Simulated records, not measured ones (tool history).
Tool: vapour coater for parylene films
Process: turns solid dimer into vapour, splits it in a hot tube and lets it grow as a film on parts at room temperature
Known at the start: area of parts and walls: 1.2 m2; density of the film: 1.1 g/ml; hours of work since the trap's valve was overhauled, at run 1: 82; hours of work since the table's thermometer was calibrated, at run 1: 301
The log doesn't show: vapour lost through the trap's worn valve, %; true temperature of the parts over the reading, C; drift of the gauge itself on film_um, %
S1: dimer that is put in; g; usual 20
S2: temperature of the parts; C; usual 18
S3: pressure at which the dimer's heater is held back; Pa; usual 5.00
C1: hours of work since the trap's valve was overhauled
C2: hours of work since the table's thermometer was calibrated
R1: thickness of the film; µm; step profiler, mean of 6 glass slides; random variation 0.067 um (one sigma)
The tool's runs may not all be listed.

run 1 hour=0.0 | S1=20 S2=18 S3=5.00 | C1=82 C2=301 | R1=7.81
run 2 hour=12.5 | S1=20 S2=18 S3=5.69 | C1=89 C2=308 | R1=7.58
run 3 hour=25.8 | S1=20 S2=18 S3=5.69 | C1=96 C2=315 | R1=7.48
run 4 hour=42.5 | S1=20 S2=18 S3=5.00 | C1=106 C2=324 | R1=7.64
run 5 hour=68.0 | S1=20 S2=18 S3=5.00 | C1=120 C2=338 | R1=7.52
run 6 hour=90.2 | S1=20 S2=18 S3=5.00 | C1=132 C2=350 | R1=7.54
run 7 hour=103.5 | S1=26 S2=18 S3=5.00 | C1=139 C2=357 | R1=9.69
run 8 hour=116.0 | S1=26 S2=18 S3=5.00 | C1=146 C2=364 | R1=9.65
run 9 hour=131.8 | S1=26 S2=18 S3=5.00 | C1=154 C2=373 | R1=9.84
run 10 hour=147.5 | S1=26 S2=18 S3=5.00 | C1=163 C2=381 | R1=9.67
run 11 hour=167.0 | S1=26 S2=18 S3=5.45 | C1=174 C2=392 | R1=9.63
run 12 hour=180.1 | S1=26 S2=18 S3=5.45 | C1=181 C2=399 | R1=9.35
run 13 hour=192.4 | S1=26 S2=18 S3=5.45 | C1=188 C2=406 | R1=9.42
-- hour=194.8 table's thermometer calibrated
run 14 hour=204.7 | S1=26 S2=18 S3=5.45 | C1=194 C2=5 | R1=9.49
run 15 hour=221.6 | S1=8 S2=18 S3=5.00 | C1=203 C2=15 | R1=2.97
run 16 hour=238.1 | S1=20 S2=14 S3=5.00 | C1=212 C2=24 | R1=8.38
run 17 hour=261.4 | S1=20 S2=14 S3=5.00 | C1=225 C2=37 | R1=8.36
run 18 hour=286.3 | S1=20 S2=14 S3=5.00 | C1=239 C2=50 | R1=8.26
run 19 hour=308.0 | S1=20 S2=14 S3=5.00 | C1=250 C2=62 | R1=8.21
-- hour=331.4 table's thermometer calibrated, once more
run 20 hour=333.0 | S1=20 S2=14 S3=5.00 | C1=264 C2=1 | R1=8.17
run 21 hour=348.4 | S1=20 S2=14 S3=5.00 | C1=272 C2=9 | R1=8.01
run 22 hour=366.1 | S1=20 S2=14 S3=5.00 | C1=282 C2=19 | R1=8.01
run 23 hour=380.0 | S1=20 S2=14 S3=5.00 | C1=289 C2=27 | R1=7.90
run 24 hour=397.1 | S1=12 S2=23 S3=3.29 | C1=299 C2=36 | R1=3.58
run 25 hour=414.7 | S1=20 S2=30 S3=8.87 | C1=308 C2=46 | R1=4.13
run 26 hour=428.6 | S1=12 S2=30 S3=3.20 | C1=316 C2=53 | R1=2.81
-- hour=439.5 trap's valve overhauled
run 27 hour=448.1 | S1=19 S2=20 S3=2.00 | C1=5 C2=62 | R1=7.98
run 28 hour=473.6 | S1=19 S2=20 S3=2.00 | C1=19 C2=76 | R1=7.95
run 29 hour=490.2 | S1=19 S2=20 S3=2.00 | C1=28 C2=85 | R1=7.90
run 30 hour=510.0 | S1=36 S2=23 S3=4.74 | C1=39 C2=96 | R1=12.07
run 31 hour=534.4 | S1=20 S2=14 S3=6.37 | C1=52 C2=109 | R1=8.78
run 32 hour=553.9 | S1=20 S2=14 S3=4.70 | C1=63 C2=120 | R1=9.04
run 33 hour=564.7 | S1=20 S2=14 S3=4.70 | C1=69 C2=126 | R1=9.05
run 34 hour=582.9 | S1=32 S2=18 S3=4.06 | C1=79 C2=136 | R1=12.57
run 35 hour=595.6 | S1=8 S2=18 S3=4.06 | C1=85 C2=143 | R1=3.13
run 36 hour=619.3 | S1=35 S2=18 S3=5.00 | C1=98 C2=156 | R1=13.34
run 37 hour=630.1 | S1=35 S2=18 S3=5.00 | C1=104 C2=161 | R1=13.24
run 38 hour=644.8 | S1=35 S2=18 S3=5.00 | C1=112 C2=170 | R1=13.31
run 39 hour=668.2 | S1=14 S2=30 S3=10.89 | C1=125 C2=182 | R1=3.11
run 40 hour=687.8 | S1=10 S2=27 S3=5.00 | C1=136 C2=193 | R1=2.73

Some steps in R1 between neighbouring runs. How much of each would the tool show without its hidden state too (settings, what came in, random variation), and how much is left for the hidden state, with any gauge scatter that isn't in both results?
Run 14 -> 15: S1 26 -> 8, S3 5.45 -> 5.00. R1 -6.52 µm: hidden state +0.53, all else -7.05.
Run 15 -> 16: S1 8 -> 20, S2 18 -> 14. R1 +5.41 µm: hidden state -0.52, all else +5.93.
Run 23 -> 24: S1 20 -> 12, S2 14 -> 23, S3 5.00 -> 3.29. R1 -4.32 µm: hidden state +0.61, all else -4.93.
Run 34 -> 35: S1 32 -> 8. R1 -9.44 µm: hidden state +0.34, all else -9.78.
Run 35 -> 36: S1 8 -> 35, S3 4.06 -> 5.00. R1 +10.21 µm: hidden state -0.48, all else +10.69.
Run 38 -> 39: S1 35 -> 14, S2 18 -> 30, S3 5.00 -> 10.89. R1 -10.20 µm: hidden state +0.51, all else -10.71.
